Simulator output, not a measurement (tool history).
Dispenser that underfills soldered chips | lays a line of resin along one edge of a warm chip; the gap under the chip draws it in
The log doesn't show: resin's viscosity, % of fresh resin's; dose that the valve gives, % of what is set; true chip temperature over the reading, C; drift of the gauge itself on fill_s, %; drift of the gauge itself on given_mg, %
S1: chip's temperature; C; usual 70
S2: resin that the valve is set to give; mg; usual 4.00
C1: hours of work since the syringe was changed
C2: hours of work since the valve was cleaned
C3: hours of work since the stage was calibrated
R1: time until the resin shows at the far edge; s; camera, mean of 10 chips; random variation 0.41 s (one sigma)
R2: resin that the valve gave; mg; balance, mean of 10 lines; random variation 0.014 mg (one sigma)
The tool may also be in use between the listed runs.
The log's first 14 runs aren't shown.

| run | hour | S1 | S2 | C1 | C2 | C3 | R1 | R2 |
|---|---|---|---|---|---|---|---|---|
|  | 60.3 | dispensing valve cleaned and set on the balance |
| 15 | 61.5 | 70 | 3.70 | 10 | 1 | 230 | 57.7 | 3.68 |
|  | 62.1 | new syringe of resin |
| 16 | 66.9 | 70 | 3.70 | 4 | 5 | 234 | 37.5 | 3.68 |
| 17 | 70.6 | 70 | 3.70 | 7 | 8 | 237 | 46.9 | 3.67 |
|  | 75.0 | new syringe of resin |
| 18 | 75.4 | 70 | 4.00 | 0 | 11 | 240 | 30.3 | 3.96 |
| 19 | 81.2 | 70 | 4.00 | 5 | 16 | 245 | 40.3 | 3.97 |
| 20 | 84.0 | 70 | 4.56 | 7 | 18 | 247 | 45.5 | 4.52 |
|  | 88.0 | new syringe of resin |
| 21 | 89.7 | 70 | 4.56 | 1 | 22 | 251 | 31.1 | 4.50 |
| 22 | 92.9 | 70 | 4.72 | 4 | 25 | 253 | 35.5 | 4.64 |
| 23 | 98.6 | 56 | 5.19 | 8 | 29 | 258 | 77.3 | 5.09 |
|  | 101.3 | new syringe of resin |
| 24 | 102.5 | 75 | 4.45 | 1 | 32 | 261 | 25.3 | 4.36 |
| 25 | 106.1 | 80 | 3.79 | 4 | 34 | 263 | 28.3 | 3.70 |
| 26 | 109.0 | 80 | 3.79 | 6 | 37 | 266 | 32.5 | 3.69 |
| 27 | 113.1 | 73 | 4.00 | 9 | 40 | 269 | 49.4 | 3.87 |
|  | 114.4 | new syringe of resin |
| 28 | 116.9 | 71 | 4.91 | 2 | 43 | 272 | 31.9 | 4.78 |
| 29 | 121.5 | 57 | 4.41 | 5 | 46 | 275 | 65.0 | 4.30 |
| 30 | 126.5 | 57 | 4.41 | 9 | 50 | 279 | 85.0 | 4.26 |
|  | 127.4 | new syringe of resin |
|  | 128.4 | dispensing valve cleaned and set on the balance |
| 31 | 130.5 | 57 | 4.41 | 2 | 2 | 281 | 47.9 | 4.40 |
| 32 | 135.2 | 60 | 3.72 | 5 | 5 | 285 | 58.7 | 3.69 |
|  | 141.2 | new syringe of resin |
| 33 | 141.2 | 73 | 3.67 | 0 | 10 | 289 | 28.0 | 3.64 |
| 34 | 146.4 | 59 | 4.59 | 4 | 14 | 293 | 53.3 | 4.53 |
| 35 | 152.1 | 59 | 4.59 | 8 | 18 | 298 | 72.1 | 4.56 |

3 ways to go on from here, each from the tool as it stands after run 35. What would each give?
|  | 154.4 | new syringe of resin |
| A | 157.4 | 69 | 3.58 | 2 | 22 | 301 | ? | ? |
|  | 154.4 | new syringe of resin |
| B | 157.4 | 60 | 5.07 | 2 | 22 | 301 | ? | ? |
|  | 154.4 | new syringe of resin |
| C | 157.4 | 80 | 4.00 | 2 | 22 | 301 | ? | ? |

| run | R1 | R2 |
|---|---|---|
| A | 36.1 | 3.54 |
| B | 46.0 | 5.01 |
| C | 25.2 | 3.96 |
Without the tool's hidden state the same runs would have given:
| run | R1 | R2 |
|---|---|---|
| A | 29.7 | 3.58 |
| B | 38.1 | 5.07 |
| C | 20.8 | 4.01 |

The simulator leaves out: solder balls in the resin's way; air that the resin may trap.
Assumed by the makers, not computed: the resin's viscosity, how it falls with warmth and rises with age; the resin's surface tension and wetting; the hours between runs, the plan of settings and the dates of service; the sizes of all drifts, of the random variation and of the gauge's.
